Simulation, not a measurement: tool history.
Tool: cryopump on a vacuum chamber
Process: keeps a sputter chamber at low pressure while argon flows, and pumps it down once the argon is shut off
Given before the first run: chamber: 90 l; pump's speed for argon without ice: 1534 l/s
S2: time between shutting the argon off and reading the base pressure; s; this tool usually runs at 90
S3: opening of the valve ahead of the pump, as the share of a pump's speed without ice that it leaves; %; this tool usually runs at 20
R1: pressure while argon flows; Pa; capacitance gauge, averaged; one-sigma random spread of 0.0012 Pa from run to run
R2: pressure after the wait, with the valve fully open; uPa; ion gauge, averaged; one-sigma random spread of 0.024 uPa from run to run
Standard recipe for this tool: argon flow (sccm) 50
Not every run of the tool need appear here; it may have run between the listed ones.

run 1 hour=0.0 | argon_flow_(sccm)=50 S2=90 S3=20 | R1=0.2753 R2=1.49
run 2 hour=125.3 | argon_flow_(sccm)=50 S2=90 S3=32 | R1=0.1765 R2=1.61
run 3 hour=249.4 | argon_flow_(sccm)=50 S2=90 S3=32 | R1=0.1798 R2=1.73
run 4 hour=322.2 | argon_flow_(sccm)=50 S2=90 S3=32 | R1=0.1793 R2=1.85
run 5 hour=397.5 | argon_flow_(sccm)=50 S2=90 S3=32 | R1=0.1805 R2=1.92
run 6 hour=452.0 | argon_flow_(sccm)=50 S2=90 S3=32 | R1=0.1840 R2=2.01
run 7 hour=537.6 | argon_flow_(sccm)=50 S2=90 S3=32 | R1=0.1848 R2=2.12
run 8 hour=667.0 | argon_flow_(sccm)=50 S2=90 S3=32 | R1=0.1889 R2=2.25
-- hour=741.1 pump warmed up, emptied and cooled again
run 9 hour=800.5 | argon_flow_(sccm)=50 S2=90 S3=32 | R1=0.1729 R2=2.06
run 10 hour=888.1 | argon_flow_(sccm)=50 S2=90 S3=32 | R1=0.1765 R2=2.18
run 11 hour=974.5 | argon_flow_(sccm)=50 S2=90 S3=20 | R1=0.2800 R2=2.30
run 12 hour=1076.0 | argon_flow_(sccm)=50 S2=90 S3=15 | R1=0.3766 R2=2.41
run 13 hour=1159.2 | argon_flow_(sccm)=50 S2=90 S3=15 | R1=0.3793 R2=2.64
run 14 hour=1252.1 | argon_flow_(sccm)=79 S2=132 S3=20 | R1=0.4549 R2=2.44
run 15 hour=1350.7 | argon_flow_(sccm)=42 S2=107 S3=43 | R1=0.1212 R2=2.74
run 16 hour=1408.5 | argon_flow_(sccm)=33 S2=179 S3=36 | R1=0.1115 R2=2.59
run 17 hour=1493.0 | argon_flow_(sccm)=55 S2=233 S3=53 | R1=0.1339 R2=2.69
-- hour=1527.3 pump warmed up, emptied and cooled again
run 18 hour=1588.8 | argon_flow_(sccm)=24 S2=90 S3=16 | R1=0.1645 R2=2.66
run 19 hour=1697.4 | argon_flow_(sccm)=25 S2=28 S3=18 | R1=0.1543 R2=4.25
-- hour=1743.4 leaking fittings of the chamber tightened, without venting
run 20 hour=1803.1 | argon_flow_(sccm)=50 S2=53 S3=18 | R1=0.3139 R2=1.47
run 21 hour=1862.3 | argon_flow_(sccm)=53 S2=53 S3=45 | R1=0.1381 R2=1.55
run 22 hour=1945.5 | argon_flow_(sccm)=21 S2=56 S3=31 | R1=0.0782 R2=1.54
run 23 hour=2078.0 | argon_flow_(sccm)=21 S2=112 S3=31 | R1=0.0802 R2=1.13
run 24 hour=2183.9 | argon_flow_(sccm)=26 S2=133 S3=48 | R1=0.0675 R2=1.20

Some steps in R1 between neighbouring runs. How much of each would the tool show without its hidden state too (settings, what came in, random variation), and how much is left for the hidden state, with any gauge scatter that isn't in both results?
Unlogged tool condition in this case: pump's speed, % of a pump's without ice; cold plate's temperature, K; leak into the chamber, uPa l/s; drift of the gauge itself on working_pa, %; drift of the gauge itself on base_upa, %.
Run 8 -> 9: pump warmed up, emptied and cooled again. R1 -0.0160 Pa: hidden state -0.0151, all else -0.0009.
Run 14 -> 15: argon flow (sccm) 79 -> 42, S2 132 -> 107, S3 20 -> 43. R1 -0.3337 Pa: hidden state -0.0065, all else -0.3272.
Run 17 -> 18: argon flow (sccm) 55 -> 24, S2 233 -> 90, S3 53 -> 16, pump warmed up, emptied and cooled again. R1 +0.0306 Pa: hidden state -0.0199, all else +0.0505.
Run 20 -> 21: argon flow (sccm) 50 -> 53, S3 18 -> 45. R1 -0.1758 Pa: hidden state +0.0017, all else -0.1775.

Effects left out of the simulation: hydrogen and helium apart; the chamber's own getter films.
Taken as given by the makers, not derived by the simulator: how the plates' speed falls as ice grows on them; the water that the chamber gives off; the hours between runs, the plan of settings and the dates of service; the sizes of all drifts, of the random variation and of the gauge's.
